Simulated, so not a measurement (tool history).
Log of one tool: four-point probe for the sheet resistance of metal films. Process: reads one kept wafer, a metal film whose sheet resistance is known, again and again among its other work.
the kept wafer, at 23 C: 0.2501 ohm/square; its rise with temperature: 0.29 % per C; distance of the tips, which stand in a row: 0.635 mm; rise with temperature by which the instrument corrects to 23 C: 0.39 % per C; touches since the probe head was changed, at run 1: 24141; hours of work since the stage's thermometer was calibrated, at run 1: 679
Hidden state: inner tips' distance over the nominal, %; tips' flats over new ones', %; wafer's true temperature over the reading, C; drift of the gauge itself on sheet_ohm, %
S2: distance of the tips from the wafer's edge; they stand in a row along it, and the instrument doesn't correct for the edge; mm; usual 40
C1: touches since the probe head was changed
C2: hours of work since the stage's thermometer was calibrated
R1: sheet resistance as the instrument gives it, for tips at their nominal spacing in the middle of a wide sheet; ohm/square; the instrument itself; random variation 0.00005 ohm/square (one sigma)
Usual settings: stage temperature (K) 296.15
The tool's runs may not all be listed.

Run 1, hour 0: usual settings; C1 24141; C2 679. Result: R1 0.250753 ohm/square.
Run 2, hour 72.4: usual settings but stage temperature (K) 301.15; C1 27169; C2 716. Result: R1 0.249543 ohm/square.
Run 3, hour 122.9: usual settings but stage temperature (K) 301.15; C1 29281; C2 743. Result: R1 0.249588 ohm/square.
Run 4, hour 209.2: usual settings; C1 32886; C2 787. Result: R1 0.250817 ohm/square.
Run 5, hour 299.7: usual settings but S2 12 mm; C1 36673; C2 835. Result: R1 0.251052 ohm/square.
Run 6, hour 382.2: usual settings but S2 12 mm; C1 40122; C2 877. Result: R1 0.25096 ohm/square.
Run 7, hour 427.7: usual settings; C1 42026; C2 901. Result: R1 0.250571 ohm/square.
Run 8, hour 518.5: usual settings but S2 73 mm; C1 45823; C2 948. Result: R1 0.250551 ohm/square.
Run 9, hour 589.5: usual settings but S2 73 mm; C1 48789; C2 985. Result: R1 0.250585 ohm/square.
Run 10, hour 688.6: usual settings but S2 73 mm; C1 52932; C2 1037. Result: R1 0.250447 ohm/square.
Run 11, hour 796: usual settings but S2 73 mm; C1 57422; C2 1092. Result: R1 0.250398 ohm/square.
Run 12, hour 875.5: usual settings but S2 73 mm; C1 60749; C2 1134. Result: R1 0.2503 ohm/square.
Run 13, hour 963.9: usual settings; C1 64444; C2 1180. Result: R1 0.25025 ohm/square.
Run 14, hour 1050.7: usual settings; C1 68075; C2 1225. Result: R1 0.250312 ohm/square.
Run 15, hour 1123.2: usual settings but stage temperature (K) 295.15; C1 71105; C2 1263. Result: R1 0.25044 ohm/square.
Run 16, hour 1205.3: usual settings but stage temperature (K) 299.15; C1 74540; C2 1305. Result: R1 0.249381 ohm/square.
Run 17, hour 1281.5: usual settings but stage temperature (K) 299.15; C1 77726; C2 1345. Result: R1 0.249366 ohm/square.
Run 18, hour 1371: usual settings but stage temperature (K) 299.15; C1 81466; C2 1391. Result: R1 0.24931 ohm/square.
Run 19, hour 1472.6: usual settings but S2 4 mm; C1 85713; C2 1444. Result: R1 0.253333 ohm/square.
Run 20, hour 1519.6: usual settings; C1 87680; C2 1469. Result: R1 0.250055 ohm/square.
Run 21, hour 1582.3: usual settings but S2 3 mm; C1 90300; C2 1501. Result: R1 0.255881 ohm/square.
Run 22, hour 1647.1: usual settings but S2 54 mm; C1 93011; C2 1535. Result: R1 0.249942 ohm/square.
Run 23, hour 1746.1: usual settings but S2 16 mm; C1 97150; C2 1586. Result: R1 0.250103 ohm/square.
Run 24, hour 1793.5: usual settings but stage temperature (K) 304.15, S2 31 mm; C1 99134; C2 1611. Result: R1 0.247977 ohm/square.
Run 25, hour 1851: usual settings but stage temperature (K) 304.15, S2 19 mm; C1 101539; C2 1641. Result: R1 0.248083 ohm/square.

Run 26 comes next. What will it give?
Run 26, hour 1901.6: usual settings but stage temperature (K) 304.15, S2 19 mm; C1 103652; C2 1667. Result: R1 ?.

R1: 0.248019 ohm/square
Without the tool's hidden state the same run would have given R1 0.248381 ohm/square.
